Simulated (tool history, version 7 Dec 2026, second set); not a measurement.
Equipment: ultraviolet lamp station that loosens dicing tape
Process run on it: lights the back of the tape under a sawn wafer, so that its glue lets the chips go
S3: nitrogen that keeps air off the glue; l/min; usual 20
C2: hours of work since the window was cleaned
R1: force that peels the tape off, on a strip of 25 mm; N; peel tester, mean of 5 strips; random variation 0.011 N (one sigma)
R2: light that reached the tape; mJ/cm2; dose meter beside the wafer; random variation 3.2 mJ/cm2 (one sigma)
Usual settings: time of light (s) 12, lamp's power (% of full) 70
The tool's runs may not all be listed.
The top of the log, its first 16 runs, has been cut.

{"run": 17, "hour": 159.2, "time of light (s)": 7, "lamp's power (% of full)": 70, "S3": 20, "hours of work of the lamp": 224, "C2": 164, "R1": 1.68, "R2": 245}
{"run": 18, "hour": 172.3, "time of light (s)": 7, "lamp's power (% of full)": 70, "S3": 20, "hours of work of the lamp": 234, "C2": 174, "R1": 1.665, "R2": 244}
{"run": 19, "hour": 180.0, "time of light (s)": 7, "lamp's power (% of full)": 70, "S3": 20, "hours of work of the lamp": 239, "C2": 180, "R1": 1.722, "R2": 247}
{"run": 20, "hour": 190.0, "time of light (s)": 7, "lamp's power (% of full)": 70, "S3": 20, "hours of work of the lamp": 247, "C2": 187, "R1": 1.758, "R2": 244}
{"run": 21, "hour": 197.0, "time of light (s)": 12, "lamp's power (% of full)": 64, "S3": 20, "hours of work of the lamp": 252, "C2": 193, "R1": 0.899, "R2": 377}
{"run": 22, "hour": 203.4, "time of light (s)": 12, "lamp's power (% of full)": 70, "S3": 20, "hours of work of the lamp": 257, "C2": 197, "R1": 0.737, "R2": 409}
{"run": 23, "hour": 212.5, "time of light (s)": 12, "lamp's power (% of full)": 70, "S3": 20, "hours of work of the lamp": 264, "C2": 204, "R1": 0.748, "R2": 412}
{"run": 24, "hour": 220.7, "time of light (s)": 12, "lamp's power (% of full)": 70, "S3": 20, "hours of work of the lamp": 270, "C2": 211, "R1": 0.73, "R2": 409}
{"run": 25, "hour": 233.0, "time of light (s)": 12, "lamp's power (% of full)": 70, "S3": 20, "hours of work of the lamp": 279, "C2": 220, "R1": 0.775, "R2": 406}
{"run": 26, "hour": 245.2, "time of light (s)": 12, "lamp's power (% of full)": 70, "S3": 20, "hours of work of the lamp": 288, "C2": 229, "R1": 0.79, "R2": 403}
{"run": 27, "hour": 258.4, "time of light (s)": 17, "lamp's power (% of full)": 70, "S3": 14, "hours of work of the lamp": 298, "C2": 239, "R1": 0.492, "R2": 559}
{"run": 28, "hour": 266.5, "time of light (s)": 12, "lamp's power (% of full)": 70, "S3": 33, "hours of work of the lamp": 304, "C2": 245, "R1": 0.594, "R2": 396}
{"run": 29, "hour": 278.5, "time of light (s)": 23, "lamp's power (% of full)": 85, "S3": 16, "hours of work of the lamp": 314, "C2": 254, "R1": 0.15, "R2": 923}
{"run": 30, "hour": 290.2, "time of light (s)": 10, "lamp's power (% of full)": 67, "S3": 36, "hours of work of the lamp": 322, "C2": 263, "R1": 0.917, "R2": 315}
{"run": 31, "hour": 296.5, "time of light (s)": 13, "lamp's power (% of full)": 99, "S3": 8, "hours of work of the lamp": 327, "C2": 268, "R1": 0.673, "R2": 598}
{"run": 32, "hour": 305.4, "time of light (s)": 24, "lamp's power (% of full)": 64, "S3": 15, "hours of work of the lamp": 334, "C2": 274, "R1": 0.271, "R2": 710}
{"run": 33, "hour": 311.9, "time of light (s)": 16, "lamp's power (% of full)": 66, "S3": 16, "hours of work of the lamp": 339, "C2": 279, "R1": 0.632, "R2": 489}
{"run": 34, "hour": 319.9, "time of light (s)": 15, "lamp's power (% of full)": 62, "S3": 7, "hours of work of the lamp": 345, "C2": 285, "R1": 1.301, "R2": 426}
{"run": 35, "hour": 331.5, "time of light (s)": 15, "lamp's power (% of full)": 62, "S3": 24, "hours of work of the lamp": 353, "C2": 294, "R1": 0.603, "R2": 423}
{"hour": 337.2, "done": "window cleaned of glue's vapour"}
{"run": 36, "hour": 343.4, "time of light (s)": 15, "lamp's power (% of full)": 62, "S3": 24, "hours of work of the lamp": 362, "C2": 5, "R1": 0.494, "R2": 456}
{"run": 37, "hour": 356.8, "time of light (s)": 22, "lamp's power (% of full)": 95, "S3": 20, "hours of work of the lamp": 372, "C2": 15, "R1": 0.113, "R2": 1008}
{"run": 38, "hour": 367.7, "time of light (s)": 15, "lamp's power (% of full)": 70, "S3": 20, "hours of work of the lamp": 380, "C2": 23, "R1": 0.487, "R2": 511}

Run 39 has not been measured yet. What should we expect?
{"run": 39, "hour": 377.2, "time of light (s)": 22, "lamp's power (% of full)": 70, "S3": 30, "hours of work of the lamp": 387, "C2": 30, "R1": "?", "R2": "?"}

R1: 0.157 N
R2: 741 mJ/cm2
If the tool had no hidden condition, the same run with the same run-to-run variation would have returned R1 0.116 N, R2 900 mJ/cm2.

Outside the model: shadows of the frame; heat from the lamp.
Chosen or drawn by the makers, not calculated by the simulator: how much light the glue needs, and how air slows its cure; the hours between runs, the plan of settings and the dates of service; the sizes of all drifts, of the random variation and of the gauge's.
